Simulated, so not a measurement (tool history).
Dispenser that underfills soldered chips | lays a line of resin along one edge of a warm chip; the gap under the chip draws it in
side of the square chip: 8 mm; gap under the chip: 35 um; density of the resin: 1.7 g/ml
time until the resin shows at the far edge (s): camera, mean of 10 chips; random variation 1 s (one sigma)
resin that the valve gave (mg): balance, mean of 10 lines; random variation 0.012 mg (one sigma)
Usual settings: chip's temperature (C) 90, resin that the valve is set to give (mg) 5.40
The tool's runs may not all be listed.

run	hour	chip's temperature (C)	resin that the valve is set to give (mg)	time until the resin shows at the far edge (s)	resin that the valve gave (mg)
1	0.0	90	5.40	124.6	5.36
2	5.2	90	5.95	162.6	5.88
# hour 7.8: new syringe of resin
3	11.1	90	5.95	114.5	5.87
4	15.5	90	5.95	142.7	5.87
# hour 20.2: new syringe of resin
5	20.9	90	5.95	99.1	5.88
6	26.1	76	5.40	266.3	5.32
# hour 32.4: new syringe of resin
# hour 33.8: dispensing valve cleaned and set on the balance
7	35.6	76	5.40	211.3	5.38
8	43.5	76	5.40	323.1	5.38
# hour 46.2: new syringe of resin
9	48.7	90	5.40	110.7	5.39
10	53.1	90	5.40	139.2	5.38
# hour 59.1: new syringe of resin
11	60.7	90	5.40	104.7	5.37
12	66.8	90	5.40	144.9	5.35
13	70.9	90	5.40	184.1	5.36
# hour 71.8: new syringe of resin
14	78.9	90	5.34	138.9	5.27
15	83.6	104	5.40	96.3	5.35
# hour 84.4: new syringe of resin
16	89.1	98	6.57	81.8	6.48
# hour 96.2: dispensing valve cleaned and set on the balance
# hour 97.9: new syringe of resin
17	98.3	84	6.91	125.0	6.87
18	104.3	95	5.61	104.2	5.58
# hour 110.6: new syringe of resin
19	110.8	95	5.61	74.7	5.56
20	117.3	100	5.40	86.1	5.32
21	121.5	87	6.07	195.1	5.99
# hour 123.4: new syringe of resin
22	129.7	87	4.74	159.4	4.67
# hour 135.7: new syringe of resin
23	138.6	87	4.74	132.3	4.68
24	143.3	77	4.83	275.6	4.73
# hour 148.2: new syringe of resin
25	149.7	96	4.84	82.7	4.74

4 ways to go on from here, each from the tool as it stands after run 25. What would each give?
A	154.8	93	6.75	?	?
B	154.8	93	6.38	?	?
C	154.8	90	6.93	?	?
D	154.8	88	5.09	?	?

run	time until the resin shows at the far edge (s)	resin that the valve gave (mg)
A	116.8	6.62
B	117.8	6.25
C	134.2	6.80
D	152.8	4.98
Without the tool's hidden state the same runs would have given:
run	time until the resin shows at the far edge (s)	resin that the valve gave (mg)
A	83.7	6.75
B	84.2	6.38
C	96.1	6.94
D	109.1	5.09
